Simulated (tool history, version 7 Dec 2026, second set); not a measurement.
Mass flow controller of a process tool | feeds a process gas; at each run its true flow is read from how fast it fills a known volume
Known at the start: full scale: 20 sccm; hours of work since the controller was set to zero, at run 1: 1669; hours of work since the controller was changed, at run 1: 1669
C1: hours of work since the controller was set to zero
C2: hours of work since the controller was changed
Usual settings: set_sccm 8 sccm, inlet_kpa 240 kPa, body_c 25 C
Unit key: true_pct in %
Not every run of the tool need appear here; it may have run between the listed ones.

{"run": 1, "hour": 0.0, "set_sccm": 8, "inlet_kpa": 240, "body_c": 25, "C1": 1669, "C2": 1669, "true_pct": 98.69}
{"run": 2, "hour": 94.6, "set_sccm": 3, "inlet_kpa": 240, "body_c": 25, "C1": 1707, "C2": 1707, "true_pct": 97.38}
{"run": 3, "hour": 208.7, "set_sccm": 2, "inlet_kpa": 240, "body_c": 25, "C1": 1754, "C2": 1754, "true_pct": 96.63}
{"run": 4, "hour": 274.3, "set_sccm": 10, "inlet_kpa": 240, "body_c": 25, "C1": 1780, "C2": 1780, "true_pct": 98.98}
{"run": 5, "hour": 368.0, "set_sccm": 10, "inlet_kpa": 240, "body_c": 25, "C1": 1818, "C2": 1818, "true_pct": 98.94}
{"run": 6, "hour": 453.3, "set_sccm": 8, "inlet_kpa": 240, "body_c": 25, "C1": 1853, "C2": 1853, "true_pct": 98.73}
{"run": 7, "hour": 563.1, "set_sccm": 8, "inlet_kpa": 240, "body_c": 25, "C1": 1898, "C2": 1898, "true_pct": 98.56}
{"run": 8, "hour": 694.0, "set_sccm": 4, "inlet_kpa": 240, "body_c": 25, "C1": 1951, "C2": 1951, "true_pct": 97.73}
{"run": 9, "hour": 827.4, "set_sccm": 4, "inlet_kpa": 240, "body_c": 25, "C1": 2005, "C2": 2005, "true_pct": 97.79}
{"run": 10, "hour": 893.4, "set_sccm": 8, "inlet_kpa": 182, "body_c": 25, "C1": 2032, "C2": 2032, "true_pct": 98.78}
{"run": 11, "hour": 1010.0, "set_sccm": 5, "inlet_kpa": 240, "body_c": 25, "C1": 2080, "C2": 2080, "true_pct": 98.13}
{"run": 12, "hour": 1141.3, "set_sccm": 6, "inlet_kpa": 240, "body_c": 25, "C1": 2133, "C2": 2133, "true_pct": 98.19}
{"run": 13, "hour": 1293.6, "set_sccm": 5, "inlet_kpa": 240, "body_c": 25, "C1": 2195, "C2": 2195, "true_pct": 98.04}
{"run": 14, "hour": 1430.8, "set_sccm": 5, "inlet_kpa": 240, "body_c": 25, "C1": 2251, "C2": 2251, "true_pct": 97.99}
{"run": 15, "hour": 1554.6, "set_sccm": 5, "inlet_kpa": 240, "body_c": 25, "C1": 2301, "C2": 2301, "true_pct": 98.07}
{"run": 16, "hour": 1691.9, "set_sccm": 5, "inlet_kpa": 240, "body_c": 26, "C1": 2357, "C2": 2357, "true_pct": 98.08}
{"run": 17, "hour": 1832.7, "set_sccm": 8, "inlet_kpa": 164, "body_c": 25, "C1": 2414, "C2": 2414, "true_pct": 98.79}
{"run": 18, "hour": 1897.7, "set_sccm": 8, "inlet_kpa": 164, "body_c": 25, "C1": 2441, "C2": 2441, "true_pct": 98.83}
{"run": 19, "hour": 2003.5, "set_sccm": 8, "inlet_kpa": 164, "body_c": 25, "C1": 2484, "C2": 2484, "true_pct": 98.84}
{"run": 20, "hour": 2143.0, "set_sccm": 8, "inlet_kpa": 240, "body_c": 26, "C1": 2541, "C2": 2541, "true_pct": 98.89}
{"run": 21, "hour": 2277.2, "set_sccm": 8, "inlet_kpa": 240, "body_c": 26, "C1": 2595, "C2": 2595, "true_pct": 98.63}
{"run": 22, "hour": 2411.1, "set_sccm": 8, "inlet_kpa": 240, "body_c": 26, "C1": 2650, "C2": 2650, "true_pct": 98.77}
{"run": 23, "hour": 2476.9, "set_sccm": 8, "inlet_kpa": 240, "body_c": 26, "C1": 2677, "C2": 2677, "true_pct": 98.85}
{"run": 24, "hour": 2560.9, "set_sccm": 8, "inlet_kpa": 240, "body_c": 26, "C1": 2711, "C2": 2711, "true_pct": 98.69}
{"run": 25, "hour": 2698.3, "set_sccm": 3, "inlet_kpa": 201, "body_c": 25, "C1": 2767, "C2": 2767, "true_pct": 97.06}
{"run": 26, "hour": 2850.6, "set_sccm": 8, "inlet_kpa": 199, "body_c": 30, "C1": 2829, "C2": 2829, "true_pct": 99.28}
{"run": 27, "hour": 2915.2, "set_sccm": 8, "inlet_kpa": 184, "body_c": 33, "C1": 2855, "C2": 2855, "true_pct": 99.55}
{"run": 28, "hour": 3031.7, "set_sccm": 8, "inlet_kpa": 184, "body_c": 33, "C1": 2902, "C2": 2902, "true_pct": 99.52}
{"run": 29, "hour": 3148.5, "set_sccm": 19, "inlet_kpa": 226, "body_c": 33, "C1": 2950, "C2": 2950, "true_pct": 100.98}
{"run": 30, "hour": 3249.1, "set_sccm": 3, "inlet_kpa": 240, "body_c": 23, "C1": 2991, "C2": 2991, "true_pct": 96.69}
{"run": 31, "hour": 3387.6, "set_sccm": 3, "inlet_kpa": 240, "body_c": 23, "C1": 3047, "C2": 3047, "true_pct": 96.72}
{"hour": 3398.2, "done": "controller's zero set anew"}
{"run": 32, "hour": 3478.9, "set_sccm": 5, "inlet_kpa": 152, "body_c": 25, "C1": 33, "C2": 3084, "true_pct": 97.74}
{"run": 33, "hour": 3596.5, "set_sccm": 5, "inlet_kpa": 152, "body_c": 25, "C1": 81, "C2": 3132, "true_pct": 97.87}
{"hour": 3689.5, "done": "controller's zero set anew, once more"}
{"run": 34, "hour": 3735.5, "set_sccm": 5, "inlet_kpa": 152, "body_c": 25, "C1": 19, "C2": 3188, "true_pct": 99.33}
{"run": 35, "hour": 3881.9, "set_sccm": 16, "inlet_kpa": 164, "body_c": 29, "C1": 78, "C2": 3248, "true_pct": 100.76}
{"run": 36, "hour": 3958.0, "set_sccm": 10, "inlet_kpa": 164, "body_c": 36, "C1": 109, "C2": 3279, "true_pct": 101.0}
{"run": 37, "hour": 4029.1, "set_sccm": 12, "inlet_kpa": 240, "body_c": 25, "C1": 138, "C2": 3308, "true_pct": 99.88}
{"run": 38, "hour": 4091.8, "set_sccm": 5, "inlet_kpa": 240, "body_c": 25, "C1": 164, "C2": 3333, "true_pct": 98.95}
{"run": 39, "hour": 4161.7, "set_sccm": 5, "inlet_kpa": 201, "body_c": 29, "C1": 192, "C2": 3362, "true_pct": 99.67}
{"run": 40, "hour": 4252.0, "set_sccm": 15, "inlet_kpa": 177, "body_c": 31, "C1": 229, "C2": 3398, "true_pct": 101.04}
{"run": 41, "hour": 4393.5, "set_sccm": 3, "inlet_kpa": 174, "body_c": 25, "C1": 286, "C2": 3456, "true_pct": 98.85}
{"run": 42, "hour": 4480.0, "set_sccm": 10, "inlet_kpa": 165, "body_c": 23, "C1": 322, "C2": 3491, "true_pct": 99.54}
{"run": 43, "hour": 4552.0, "set_sccm": 10, "inlet_kpa": 165, "body_c": 23, "C1": 351, "C2": 3521, "true_pct": 99.53}
{"run": 44, "hour": 4677.2, "set_sccm": 10, "inlet_kpa": 165, "body_c": 37, "C1": 402, "C2": 3571, "true_pct": 101.15}
{"run": 45, "hour": 4757.9, "set_sccm": 10, "inlet_kpa": 165, "body_c": 37, "C1": 435, "C2": 3604, "true_pct": 101.22}
{"run": 46, "hour": 4888.1, "set_sccm": 10, "inlet_kpa": 165, "body_c": 37, "C1": 488, "C2": 3657, "true_pct": 101.07}
{"run": 47, "hour": 4995.2, "set_sccm": 7, "inlet_kpa": 141, "body_c": 31, "C1": 531, "C2": 3701, "true_pct": 100.11}

Same runs, no hidden state in the tool, same run-to-run variation:
Hidden state at play: flow at rest that the sensor doesn't see, % of full scale; true flow over the shown one, %; drift of the gauge itself on true_pct, %.
run=1 true_pct=98.88
run=2 true_pct=98.39
run=3 true_pct=98.33
run=4 true_pct=99.06
run=5 true_pct=99.02
run=6 true_pct=98.92
run=7 true_pct=98.74
run=8 true_pct=98.46
run=9 true_pct=98.53
run=10 true_pct=98.97
run=11 true_pct=98.66
run=12 true_pct=98.57
run=13 true_pct=98.59
run=14 true_pct=98.54
run=15 true_pct=98.63
run=16 true_pct=98.65
run=17 true_pct=98.97
run=18 true_pct=99.01
run=19 true_pct=99.03
run=20 true_pct=99.07
run=21 true_pct=98.81
run=22 true_pct=98.96
run=23 true_pct=99.03
run=24 true_pct=98.87
run=25 true_pct=98.46
run=26 true_pct=99.46
run=27 true_pct=99.73
run=28 true_pct=99.70
run=29 true_pct=100.71
run=30 true_pct=98.17
run=31 true_pct=98.21
run=32 true_pct=98.61
run=33 true_pct=98.75
run=34 true_pct=98.81
run=35 true_pct=100.15
run=36 true_pct=100.41
run=37 true_pct=99.28
run=38 true_pct=98.46
run=39 true_pct=99.18
run=40 true_pct=100.42
run=41 true_pct=98.52
run=42 true_pct=98.95
run=43 true_pct=98.93
run=44 true_pct=100.55
run=45 true_pct=100.62
run=46 true_pct=100.47
run=47 true_pct=99.58

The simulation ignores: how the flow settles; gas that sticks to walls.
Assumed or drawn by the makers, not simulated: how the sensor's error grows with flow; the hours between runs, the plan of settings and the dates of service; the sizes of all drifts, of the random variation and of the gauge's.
